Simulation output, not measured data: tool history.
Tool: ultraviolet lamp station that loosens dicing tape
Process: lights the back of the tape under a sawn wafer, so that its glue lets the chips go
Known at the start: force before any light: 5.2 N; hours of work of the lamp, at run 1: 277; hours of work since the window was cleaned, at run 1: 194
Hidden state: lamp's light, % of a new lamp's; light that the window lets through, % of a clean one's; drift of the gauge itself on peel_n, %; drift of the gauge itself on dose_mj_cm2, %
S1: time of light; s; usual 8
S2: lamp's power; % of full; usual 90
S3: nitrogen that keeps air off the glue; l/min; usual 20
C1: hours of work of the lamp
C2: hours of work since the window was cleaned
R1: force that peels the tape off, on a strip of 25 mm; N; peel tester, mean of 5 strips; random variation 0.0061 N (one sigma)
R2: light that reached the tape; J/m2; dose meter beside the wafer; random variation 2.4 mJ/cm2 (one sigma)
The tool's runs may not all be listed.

run	hour	S1	S2	S3	C1	C2	R1	R2
1	0.0	8	90	20	277	194	0.234	2360
2	62.9	8	90	20	311	228	0.231	2380
3	104.5	8	90	8	334	250	0.542	2350
4	199.8	8	90	8	385	302	0.586	2290
5	285.5	8	90	8	432	348	0.574	2210
# hour 308.4: window cleaned of glue's vapour
6	333.1	8	90	8	457	13	0.537	2320
7	414.9	8	90	8	501	58	0.545	2300
8	456.9	8	79	20	524	80	0.367	1960
9	515.4	8	79	20	555	112	0.365	1960
10	570.9	8	90	20	586	142	0.276	2160
11	654.7	8	90	20	631	187	0.296	2130
12	745.6	8	90	20	680	236	0.321	2080
13	800.9	8	90	20	710	266	0.323	2050
14	878.7	8	90	20	752	308	0.332	1960
15	923.8	8	90	20	776	333	0.361	1930
# hour 979.8: window cleaned of glue's vapour
16	1016.6	8	90	20	826	20	0.326	2000
17	1083.7	8	90	20	862	56	0.357	2000
18	1139.0	8	90	20	892	86	0.372	1930
19	1206.8	8	90	20	929	123	0.378	1900
20	1283.5	8	90	20	970	164	0.390	1850
21	1345.0	4	90	20	1003	197	1.374	870
22	1417.8	11	81	7	1043	237	0.671	2160
23	1494.4	4	79	30	1084	278	1.467	760
24	1560.5	12	66	20	1120	314	0.410	1870
25	1622.1	14	60	18	1153	347	0.385	1960
# hour 1647.3: window cleaned of glue's vapour
26	1705.1	8	90	13	1198	31	0.644	1690
# hour 1716.6: lamp changed
27	1755.6	8	90	13	21	58	0.267	2660
28	1804.1	5	93	20	47	84	0.488	1700
29	1863.6	7	81	11	79	116	0.526	2050
30	1961.2	8	90	29	132	169	0.155	2530
31	2039.7	8	60	20	175	211	0.510	1640
32	2128.8	7	89	19	223	260	0.315	2100
33	2222.9	8	72	19	274	310	0.402	1880
34	2312.4	8	72	19	322	359	0.392	1830
# hour 2320.0: window cleaned of glue's vapour
35	2361.4	11	82	37	348	22	0.106	3030
36	2436.4	11	82	37	389	63	0.116	2940
37	2479.8	6	74	20	412	86	0.663	1430
38	2521.7	8	86	23	435	109	0.245	2190
39	2562.3	8	86	23	457	131	0.244	2200
40	2610.9	10	65	21	483	157	0.312	2050
41	2683.2	8	76	20	522	196	0.407	1850
42	2729.2	8	76	20	547	221	0.388	1830

Hidden state or all else? Some run-to-run changes of R1, split into what the settings, what came in and random variation would give without the hidden state, and what is left for the hidden state (with any gauge scatter that isn't in both results):
Run 20 -> 21: S1 8 -> 4. R1 +0.984 N: hidden state +0.408, all else +0.576.
Run 22 -> 23: S1 11 -> 4, S2 81 -> 79, S3 7 -> 30. R1 +0.796 N: hidden state +0.329, all else +0.467.
Run 23 -> 24: S1 4 -> 12, S2 79 -> 66, S3 30 -> 20. R1 -1.057 N: hidden state -0.470, all else -0.587.
Run 26 -> 27: lamp changed. R1 -0.377 N: hidden state -0.388, all else +0.011.

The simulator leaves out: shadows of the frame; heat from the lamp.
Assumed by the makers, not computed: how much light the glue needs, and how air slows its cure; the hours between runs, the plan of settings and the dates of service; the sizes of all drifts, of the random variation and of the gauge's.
